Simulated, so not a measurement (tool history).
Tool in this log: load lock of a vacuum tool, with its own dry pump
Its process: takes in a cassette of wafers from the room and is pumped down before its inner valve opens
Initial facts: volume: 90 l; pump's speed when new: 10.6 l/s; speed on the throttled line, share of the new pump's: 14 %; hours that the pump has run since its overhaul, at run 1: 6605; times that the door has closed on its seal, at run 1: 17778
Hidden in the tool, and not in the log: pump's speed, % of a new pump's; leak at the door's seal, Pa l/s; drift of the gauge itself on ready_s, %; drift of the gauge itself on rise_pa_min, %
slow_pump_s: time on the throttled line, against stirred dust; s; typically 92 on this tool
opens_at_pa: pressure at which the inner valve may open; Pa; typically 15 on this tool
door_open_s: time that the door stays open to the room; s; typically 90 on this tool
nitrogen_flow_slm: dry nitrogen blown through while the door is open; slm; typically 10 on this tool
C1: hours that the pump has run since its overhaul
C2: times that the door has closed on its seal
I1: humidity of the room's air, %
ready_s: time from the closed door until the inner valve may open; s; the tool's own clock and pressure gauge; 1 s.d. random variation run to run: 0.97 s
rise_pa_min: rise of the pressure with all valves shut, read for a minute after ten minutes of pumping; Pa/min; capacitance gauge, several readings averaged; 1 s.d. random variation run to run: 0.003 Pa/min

{"run": 1, "hour": 0.0, "slow_pump_s": 92, "opens_at_pa": 15, "door_open_s": 90, "nitrogen_flow_slm": 10, "C1": 6605, "C2": 17778, "I1": 44.3, "ready_s": 161.8, "rise_pa_min": 0.629}
{"run": 2, "hour": 592.7, "slow_pump_s": 92, "opens_at_pa": 15, "door_open_s": 90, "nitrogen_flow_slm": 10, "C1": 7198, "C2": 20430, "I1": 45.7, "ready_s": 160.5, "rise_pa_min": 0.782}
{"hour": 746.2, "done": "door's seal changed, seat wiped"}
{"run": 3, "hour": 938.1, "slow_pump_s": 92, "opens_at_pa": 15, "door_open_s": 30, "nitrogen_flow_slm": 10, "C1": 7541, "C2": 858, "I1": 46.4, "ready_s": 162.8, "rise_pa_min": 0.03}
{"run": 4, "hour": 1560.8, "slow_pump_s": 92, "opens_at_pa": 15, "door_open_s": 47, "nitrogen_flow_slm": 10, "C1": 8164, "C2": 3644, "I1": 43.2, "ready_s": 162.3, "rise_pa_min": 0.086}
{"run": 5, "hour": 1973.2, "slow_pump_s": 92, "opens_at_pa": 15, "door_open_s": 47, "nitrogen_flow_slm": 21, "C1": 8577, "C2": 5489, "I1": 44.5, "ready_s": 163.1, "rise_pa_min": 0.102}
{"run": 6, "hour": 2591.5, "slow_pump_s": 92, "opens_at_pa": 15, "door_open_s": 47, "nitrogen_flow_slm": 21, "C1": 9195, "C2": 8255, "I1": 43.1, "ready_s": 164.9, "rise_pa_min": 0.173}
{"run": 7, "hour": 3188.6, "slow_pump_s": 92, "opens_at_pa": 15, "door_open_s": 47, "nitrogen_flow_slm": 21, "C1": 9792, "C2": 10926, "I1": 45.7, "ready_s": 166, "rise_pa_min": 0.243}
{"run": 8, "hour": 3620.5, "slow_pump_s": 92, "opens_at_pa": 15, "door_open_s": 47, "nitrogen_flow_slm": 21, "C1": 10224, "C2": 12858, "I1": 45.3, "ready_s": 166.6, "rise_pa_min": 0.32}
{"run": 9, "hour": 4157.4, "slow_pump_s": 92, "opens_at_pa": 15, "door_open_s": 47, "nitrogen_flow_slm": 21, "C1": 10761, "C2": 15260, "I1": 45.4, "ready_s": 166.5, "rise_pa_min": 0.417}
{"run": 10, "hour": 4748.7, "slow_pump_s": 92, "opens_at_pa": 15, "door_open_s": 90, "nitrogen_flow_slm": 39, "C1": 11352, "C2": 17906, "I1": 45.8, "ready_s": 166.4, "rise_pa_min": 0.551}
{"run": 11, "hour": 5199.7, "slow_pump_s": 92, "opens_at_pa": 25, "door_open_s": 90, "nitrogen_flow_slm": 10, "C1": 11803, "C2": 19923, "I1": 41.4, "ready_s": 162.4, "rise_pa_min": 0.666}
{"hour": 5457.5, "done": "door's seal changed, seat wiped"}
{"run": 12, "hour": 5515.0, "slow_pump_s": 92, "opens_at_pa": 15, "door_open_s": 90, "nitrogen_flow_slm": 10, "C1": 12117, "C2": 257, "I1": 44.3, "ready_s": 168.4, "rise_pa_min": 0.045}
{"run": 13, "hour": 6076.0, "slow_pump_s": 92, "opens_at_pa": 15, "door_open_s": 90, "nitrogen_flow_slm": 10, "C1": 12678, "C2": 2767, "I1": 45, "ready_s": 169.2, "rise_pa_min": 0.078}
{"run": 14, "hour": 6675.3, "slow_pump_s": 92, "opens_at_pa": 13, "door_open_s": 45, "nitrogen_flow_slm": 10, "C1": 13277, "C2": 5448, "I1": 43.8, "ready_s": 172.2, "rise_pa_min": 0.122}
{"run": 15, "hour": 7260.5, "slow_pump_s": 92, "opens_at_pa": 13, "door_open_s": 45, "nitrogen_flow_slm": 10, "C1": 13862, "C2": 8066, "I1": 44.5, "ready_s": 172.2, "rise_pa_min": 0.189}
{"run": 16, "hour": 7879.1, "slow_pump_s": 52, "opens_at_pa": 16, "door_open_s": 94, "nitrogen_flow_slm": 45, "C1": 14481, "C2": 10833, "I1": 41.9, "ready_s": 140.1, "rise_pa_min": 0.273}
{"run": 17, "hour": 8464.1, "slow_pump_s": 52, "opens_at_pa": 16, "door_open_s": 94, "nitrogen_flow_slm": 45, "C1": 15066, "C2": 13450, "I1": 47, "ready_s": 139.4, "rise_pa_min": 0.371}
{"run": 18, "hour": 8809.5, "slow_pump_s": 86, "opens_at_pa": 12, "door_open_s": 85, "nitrogen_flow_slm": 10, "C1": 15411, "C2": 14996, "I1": 43.8, "ready_s": 172.4, "rise_pa_min": 0.466}
{"run": 19, "hour": 9173.5, "slow_pump_s": 86, "opens_at_pa": 12, "door_open_s": 85, "nitrogen_flow_slm": 10, "C1": 15775, "C2": 16624, "I1": 46.2, "ready_s": 171.5, "rise_pa_min": 0.558}
{"run": 20, "hour": 9767.4, "slow_pump_s": 86, "opens_at_pa": 18, "door_open_s": 85, "nitrogen_flow_slm": 7, "C1": 16369, "C2": 19281, "I1": 46.8, "ready_s": 170.4, "rise_pa_min": 0.704}
{"hour": 10136.1, "done": "dry pump taken out, an overhauled one fitted"}
{"hour": 10177.0, "done": "door's seal changed, seat wiped"}
{"run": 21, "hour": 10270.2, "slow_pump_s": 172, "opens_at_pa": 15, "door_open_s": 107, "nitrogen_flow_slm": 43, "C1": 133, "C2": 417, "I1": 46.7, "ready_s": 223.8, "rise_pa_min": 0.017}
{"run": 22, "hour": 10755.4, "slow_pump_s": 172, "opens_at_pa": 15, "door_open_s": 107, "nitrogen_flow_slm": 43, "C1": 618, "C2": 2588, "I1": 45.3, "ready_s": 223.1, "rise_pa_min": 0.052}
{"run": 23, "hour": 11288.5, "slow_pump_s": 49, "opens_at_pa": 15, "door_open_s": 90, "nitrogen_flow_slm": 43, "C1": 1151, "C2": 4973, "I1": 46.2, "ready_s": 117.2, "rise_pa_min": 0.1}
{"run": 24, "hour": 11571.6, "slow_pump_s": 97, "opens_at_pa": 15, "door_open_s": 90, "nitrogen_flow_slm": 10, "C1": 1434, "C2": 6239, "I1": 43, "ready_s": 159.8, "rise_pa_min": 0.151}
{"run": 25, "hour": 11850.0, "slow_pump_s": 92, "opens_at_pa": 27, "door_open_s": 204, "nitrogen_flow_slm": 10, "C1": 1712, "C2": 7484, "I1": 45.8, "ready_s": 150.4, "rise_pa_min": 0.201}

Alternative continuations, all from the tool just after run 25; predict every row:
{"run": "A", "hour": 12310.8, "slow_pump_s": 102, "opens_at_pa": 17, "door_open_s": 90, "nitrogen_flow_slm": 10, "C1": 2173, "C2": 9546, "I1": 46.2, "ready_s": "?", "rise_pa_min": "?"}
{"run": "B", "hour": 12310.8, "slow_pump_s": 138, "opens_at_pa": 23, "door_open_s": 204, "nitrogen_flow_slm": 44, "C1": 2173, "C2": 9546, "I1": 48.2, "ready_s": "?", "rise_pa_min": "?"}
{"run": "C", "hour": 12310.8, "slow_pump_s": 93, "opens_at_pa": 15, "door_open_s": 90, "nitrogen_flow_slm": 7, "C1": 2173, "C2": 9546, "I1": 45.8, "ready_s": "?", "rise_pa_min": "?"}

run=A ready_s=163.3 rise_pa_min=0.241
run=B ready_s=188.7 rise_pa_min=0.236
run=C ready_s=157.6 rise_pa_min=0.248
The same runs, with their run-to-run variation unchanged, on a tool lacking any hidden condition would have given:
run=A ready_s=161.5 rise_pa_min=0.042
run=B ready_s=187.2 rise_pa_min=0.033
run=C ready_s=155.7 rise_pa_min=0.049

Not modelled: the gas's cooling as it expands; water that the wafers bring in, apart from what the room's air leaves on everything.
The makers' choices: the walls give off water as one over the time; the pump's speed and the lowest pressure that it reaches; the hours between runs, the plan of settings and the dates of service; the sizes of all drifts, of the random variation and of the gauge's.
